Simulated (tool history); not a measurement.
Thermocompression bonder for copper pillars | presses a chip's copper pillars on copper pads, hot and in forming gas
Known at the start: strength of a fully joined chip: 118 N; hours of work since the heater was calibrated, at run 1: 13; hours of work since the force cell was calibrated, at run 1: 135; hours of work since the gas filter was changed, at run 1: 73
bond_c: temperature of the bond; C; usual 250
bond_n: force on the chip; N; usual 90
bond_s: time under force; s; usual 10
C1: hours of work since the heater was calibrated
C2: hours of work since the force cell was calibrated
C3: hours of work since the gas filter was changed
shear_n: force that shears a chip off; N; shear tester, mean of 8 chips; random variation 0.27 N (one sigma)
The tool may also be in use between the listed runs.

Run 1, hour 0.0: usual settings; C1 13; C2 135; C3 73. Result: shear_n 64.2 N.
Run 2, hour 6.5: usual settings but bond_s 8 s; C1 16; C2 138; C3 76. Result: shear_n 59.7 N.
Run 3, hour 11.8: usual settings; C1 19; C2 140; C3 78. Result: shear_n 64.4 N.
Run 4, hour 19.9: usual settings but bond_s 18 s; C1 22; C2 144; C3 82. Result: shear_n 76.6 N.
Run 5, hour 25.1: usual settings but bond_s 18 s; C1 25; C2 146; C3 84. Result: shear_n 76.1 N.
Run 6, hour 29.6: usual settings but bond_s 18 s; C1 27; C2 148; C3 86. Result: shear_n 76.1 N.
Run 7, hour 36.1: usual settings but bond_s 18 s; C1 30; C2 151; C3 89. Result: shear_n 75.6 N.
Run 8, hour 42.3: usual settings but bond_s 18 s; C1 32; C2 154; C3 92. Result: shear_n 75.9 N.
Run 9, hour 45.9: usual settings but bond_s 18 s; C1 34; C2 156; C3 94. Result: shear_n 75.3 N.
Run 10, hour 51.7: usual settings but bond_s 18 s; C1 37; C2 158; C3 96. Result: shear_n 75.4 N.
Run 11, hour 55.3: usual settings; C1 38; C2 160; C3 98. Result: shear_n 64.0 N.
Run 12, hour 61.6: usual settings; C1 41; C2 163; C3 101. Result: shear_n 63.1 N.
Run 13, hour 65.8: usual settings but bond_s 7 s; C1 43; C2 165; C3 103. Result: shear_n 56.3 N.
Run 14, hour 72.6: usual settings; C1 46; C2 168; C3 106. Result: shear_n 63.7 N.
Run 15, hour 81.2: usual settings; C1 50; C2 172; C3 110. Result: shear_n 63.3 N.
Run 16, hour 89.1: usual settings but bond_c 263 C; C1 54; C2 175; C3 113. Result: shear_n 75.1 N.
Run 17, hour 95.4: usual settings but bond_s 12 s; C1 57; C2 178; C3 116. Result: shear_n 66.2 N.
Run 18, hour 102.4: usual settings but bond_s 12 s; C1 60; C2 181; C3 119. Result: shear_n 66.2 N.
Run 19, hour 108.3: usual settings but bond_s 19 s; C1 62; C2 184; C3 122. Result: shear_n 75.6 N.
Run 20, hour 116.1: usual settings but bond_s 19 s; C1 66; C2 188; C3 125. Result: shear_n 74.9 N.
At hour 121.8: forming gas filter changed.
Run 21, hour 123.7: usual settings but bond_c 261 C, bond_s 7 s; C1 69; C2 191; C3 1. Result: shear_n 71.7 N.
Run 22, hour 128.3: usual settings but bond_s 23 s; C1 71; C2 193; C3 3. Result: shear_n 85.8 N.
Run 23, hour 135.6: usual settings but bond_c 224 C, bond_n 88 N, bond_s 17 s; C1 75; C2 196; C3 6. Result: shear_n 51.4 N.
Run 24, hour 144.6: usual settings but bond_c 249 C, bond_n 119 N; C1 79; C2 200; C3 10. Result: shear_n 76.7 N.
Run 25, hour 152.0: usual settings but bond_c 249 C, bond_n 119 N; C1 82; C2 204; C3 14. Result: shear_n 76.5 N.
Run 26, hour 159.3: usual settings but bond_c 249 C, bond_n 119 N, bond_s 20 s; C1 85; C2 207; C3 17. Result: shear_n 90.7 N.
Run 27, hour 163.6: usual settings but bond_c 249 C, bond_n 119 N, bond_s 20 s; C1 87; C2 209; C3 19. Result: shear_n 90.7 N.
Run 28, hour 170.7: usual settings but bond_c 249 C, bond_n 119 N, bond_s 20 s; C1 91; C2 212; C3 22. Result: shear_n 90.6 N.

Forecast run 29:
Run 29, hour 177.6: usual settings but bond_c 247 C, bond_n 72 N, bond_s 20 s; C1 94; C2 215; C3 25. Result: shear_n ?.

{"run 29": {"shear_n": 71.4}}
Without the tool's hidden state the same run would have given shear_n 72.3 N.
